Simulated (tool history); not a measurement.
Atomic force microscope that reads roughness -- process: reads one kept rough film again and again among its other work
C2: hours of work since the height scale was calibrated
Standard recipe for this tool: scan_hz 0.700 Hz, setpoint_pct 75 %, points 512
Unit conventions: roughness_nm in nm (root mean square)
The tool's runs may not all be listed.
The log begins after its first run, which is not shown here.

-- hour=53.5 new tip fitted
run 2 hour=53.5 | scan_hz=0.700 setpoint_pct=75 points=298 | pictures_with_this_tip=0 C2=1325 | roughness_nm=2.246
run 3 hour=107.9 | scan_hz=0.700 setpoint_pct=75 points=298 | pictures_with_this_tip=98 C2=1354 | roughness_nm=2.234
run 4 hour=135.1 | scan_hz=0.700 setpoint_pct=75 points=512 | pictures_with_this_tip=147 C2=1369 | roughness_nm=2.237
run 5 hour=193.7 | scan_hz=0.700 setpoint_pct=75 points=512 | pictures_with_this_tip=253 C2=1400 | roughness_nm=2.214
-- hour=216.2 new tip fitted
run 6 hour=250.7 | scan_hz=1.166 setpoint_pct=75 points=512 | pictures_with_this_tip=62 C2=1430 | roughness_nm=2.182
run 7 hour=307.9 | scan_hz=0.700 setpoint_pct=78 points=512 | pictures_with_this_tip=165 C2=1460 | roughness_nm=2.209
run 8 hour=360.7 | scan_hz=0.700 setpoint_pct=62 points=512 | pictures_with_this_tip=261 C2=1488 | roughness_nm=2.282
-- hour=377.5 new tip fitted
run 9 hour=404.6 | scan_hz=0.700 setpoint_pct=62 points=512 | pictures_with_this_tip=49 C2=1511 | roughness_nm=2.314
run 10 hour=466.3 | scan_hz=0.700 setpoint_pct=62 points=512 | pictures_with_this_tip=160 C2=1544 | roughness_nm=2.275
run 11 hour=493.7 | scan_hz=0.700 setpoint_pct=62 points=512 | pictures_with_this_tip=210 C2=1558 | roughness_nm=2.295
run 12 hour=524.1 | scan_hz=0.700 setpoint_pct=71 points=512 | pictures_with_this_tip=265 C2=1574 | roughness_nm=2.233
-- hour=536.6 new tip fitted
run 13 hour=583.8 | scan_hz=0.700 setpoint_pct=75 points=512 | pictures_with_this_tip=85 C2=1606 | roughness_nm=2.238
run 14 hour=621.2 | scan_hz=0.700 setpoint_pct=75 points=512 | pictures_with_this_tip=153 C2=1626 | roughness_nm=2.232
run 15 hour=658.3 | scan_hz=1.865 setpoint_pct=75 points=512 | pictures_with_this_tip=220 C2=1645 | roughness_nm=2.039
-- hour=698.8 new tip fitted
run 16 hour=699.8 | scan_hz=1.865 setpoint_pct=75 points=512 | pictures_with_this_tip=2 C2=1667 | roughness_nm=2.092
run 17 hour=764.5 | scan_hz=0.700 setpoint_pct=72 points=512 | pictures_with_this_tip=119 C2=1701 | roughness_nm=2.273
run 18 hour=813.8 | scan_hz=0.700 setpoint_pct=72 points=512 | pictures_with_this_tip=208 C2=1728 | roughness_nm=2.241
-- hour=861.3 new tip fitted
run 19 hour=865.9 | scan_hz=0.700 setpoint_pct=72 points=512 | pictures_with_this_tip=8 C2=1755 | roughness_nm=2.277
run 20 hour=916.2 | scan_hz=0.700 setpoint_pct=58 points=512 | pictures_with_this_tip=99 C2=1782 | roughness_nm=2.287
run 21 hour=974.1 | scan_hz=0.700 setpoint_pct=58 points=512 | pictures_with_this_tip=203 C2=1812 | roughness_nm=2.292
-- hour=1024.1 new tip fitted
run 22 hour=1030.9 | scan_hz=0.917 setpoint_pct=75 points=512 | pictures_with_this_tip=12 C2=1842 | roughness_nm=2.232
run 23 hour=1062.4 | scan_hz=0.700 setpoint_pct=75 points=512 | pictures_with_this_tip=69 C2=1859 | roughness_nm=2.235
run 24 hour=1091.9 | scan_hz=0.514 setpoint_pct=55 points=1006 | pictures_with_this_tip=122 C2=1875 | roughness_nm=2.321

The next listed run, before its measurement:
-- hour=1149.3 height scale calibrated on a step standard
run 25 hour=1149.3 | scan_hz=0.514 setpoint_pct=55 points=1006 | pictures_with_this_tip=224 C2=0 | roughness_nm=?

Logged for run 25: roughness_nm 2.331 nm (root mean square).
Without the tool's hidden state the same run would have given roughness_nm 2.391 nm (root mean square).
